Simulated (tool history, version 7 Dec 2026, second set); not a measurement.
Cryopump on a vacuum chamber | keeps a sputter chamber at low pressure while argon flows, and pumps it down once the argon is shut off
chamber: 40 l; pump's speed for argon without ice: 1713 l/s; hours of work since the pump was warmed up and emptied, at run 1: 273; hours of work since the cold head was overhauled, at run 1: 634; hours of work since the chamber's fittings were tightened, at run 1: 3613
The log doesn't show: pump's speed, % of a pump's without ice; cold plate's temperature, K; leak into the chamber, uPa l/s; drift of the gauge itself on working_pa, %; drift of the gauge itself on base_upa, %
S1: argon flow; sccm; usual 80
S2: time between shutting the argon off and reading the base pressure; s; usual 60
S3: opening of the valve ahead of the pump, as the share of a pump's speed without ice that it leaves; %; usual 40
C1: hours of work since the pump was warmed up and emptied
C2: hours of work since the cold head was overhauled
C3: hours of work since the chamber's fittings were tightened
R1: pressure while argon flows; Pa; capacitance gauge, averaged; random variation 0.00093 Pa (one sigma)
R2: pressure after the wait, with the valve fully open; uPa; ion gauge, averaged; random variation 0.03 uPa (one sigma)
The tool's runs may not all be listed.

{"run": 1, "day": 0.0, "S1": 80, "S2": 60, "S3": 40, "C1": 273, "C2": 634, "C3": 3613, "R1": 0.2075, "R2": 3.35}
{"day": 0.238, "done": "leaking fittings of the chamber tightened, without venting"}
{"run": 2, "day": 1.112, "S1": 55, "S2": 60, "S3": 40, "C1": 293, "C2": 654, "C3": 17, "R1": 0.1421, "R2": 1.46}
{"run": 3, "day": 1.667, "S1": 55, "S2": 60, "S3": 40, "C1": 304, "C2": 665, "C3": 28, "R1": 0.1433, "R2": 1.54}
{"run": 4, "day": 2.412, "S1": 55, "S2": 60, "S3": 40, "C1": 319, "C2": 679, "C3": 42, "R1": 0.1425, "R2": 1.53}
{"day": 3.296, "done": "pump warmed up, emptied and cooled again"}
{"run": 5, "day": 3.3, "S1": 55, "S2": 60, "S3": 40, "C1": 0, "C2": 692, "C3": 55, "R1": 0.1364, "R2": 1.5}
{"run": 6, "day": 4.204, "S1": 55, "S2": 60, "S3": 40, "C1": 18, "C2": 710, "C3": 73, "R1": 0.1373, "R2": 1.57}
{"run": 7, "day": 4.867, "S1": 112, "S2": 60, "S3": 46, "C1": 31, "C2": 723, "C3": 86, "R1": 0.2454, "R2": 1.54}
{"run": 8, "day": 5.604, "S1": 112, "S2": 60, "S3": 46, "C1": 45, "C2": 737, "C3": 100, "R1": 0.2436, "R2": 1.51}

The next listed run, before its measurement:
{"run": 9, "day": 6.35, "S1": 70, "S2": 60, "S3": 25, "C1": 59, "C2": 752, "C3": 115, "R1": "?", "R2": "?"}

Run 9 gave R1 0.2798 Pa, R2 1.55 uPa.
Without the tool's hidden state the same run would have given R1 0.2774 Pa, R2 1.46 uPa.

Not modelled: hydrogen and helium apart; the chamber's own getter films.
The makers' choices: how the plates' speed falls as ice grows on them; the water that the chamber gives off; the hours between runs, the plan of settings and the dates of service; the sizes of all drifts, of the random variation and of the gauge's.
